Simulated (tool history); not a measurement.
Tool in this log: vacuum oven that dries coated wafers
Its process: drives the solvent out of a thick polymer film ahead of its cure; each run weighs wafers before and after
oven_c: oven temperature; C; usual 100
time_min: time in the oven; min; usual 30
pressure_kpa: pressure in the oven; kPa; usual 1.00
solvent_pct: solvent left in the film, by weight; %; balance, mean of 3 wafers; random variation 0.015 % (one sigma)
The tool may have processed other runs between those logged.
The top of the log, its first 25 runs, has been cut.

run	hour	oven_c	time_min	pressure_kpa	hours of work since the thermocouples were calibrated	hours of work since the vacuum gauge was cleaned of residue	solvent_pct
26	1348.0	100	35	1.17	419	2357	1.10
27	1396.9	100	35	1.17	449	2387	1.10
28	1433.4	96	30	1.00	472	2410	2.18
29	1487.3	102	20	0.67	506	2444	2.29
30	1567.1	85	30	1.00	555	2493	5.67
31	1649.3	100	33	2.80	607	2545	1.89
32	1717.0	100	33	2.80	649	2587	1.84
33	1755.7	100	33	2.80	673	2611	1.88
34	1809.6	100	27	2.80	707	2644	2.47
# hour 1870.4: oven's thermocouples calibrated
35	1895.3	87	30	1.00	16	2697	4.76
# hour 1914.4: vacuum gauge cleaned of residue and calibrated
36	1960.9	87	30	0.73	55	29	4.45
37	1995.0	87	30	0.73	77	50	4.48

Branching from run 37: 5 alternative next runs. What would each branch give?
A	2045.8	87	39	0.73	108	82	?
B	2045.8	101	34	0.74	108	82	?
C	2045.8	92	41	1.56	108	82	?
D	2045.8	109	36	1.99	108	82	?
E	2045.8	87	16	0.73	108	82	?

run	solvent_pct
A	3.04
B	0.75
C	1.98
D	0.59
E	8.57
Take away the tool's hidden state, keep each run's random variation, and the runs would have read:
run	solvent_pct
A	2.91
B	0.71
C	1.89
D	0.58
E	8.41

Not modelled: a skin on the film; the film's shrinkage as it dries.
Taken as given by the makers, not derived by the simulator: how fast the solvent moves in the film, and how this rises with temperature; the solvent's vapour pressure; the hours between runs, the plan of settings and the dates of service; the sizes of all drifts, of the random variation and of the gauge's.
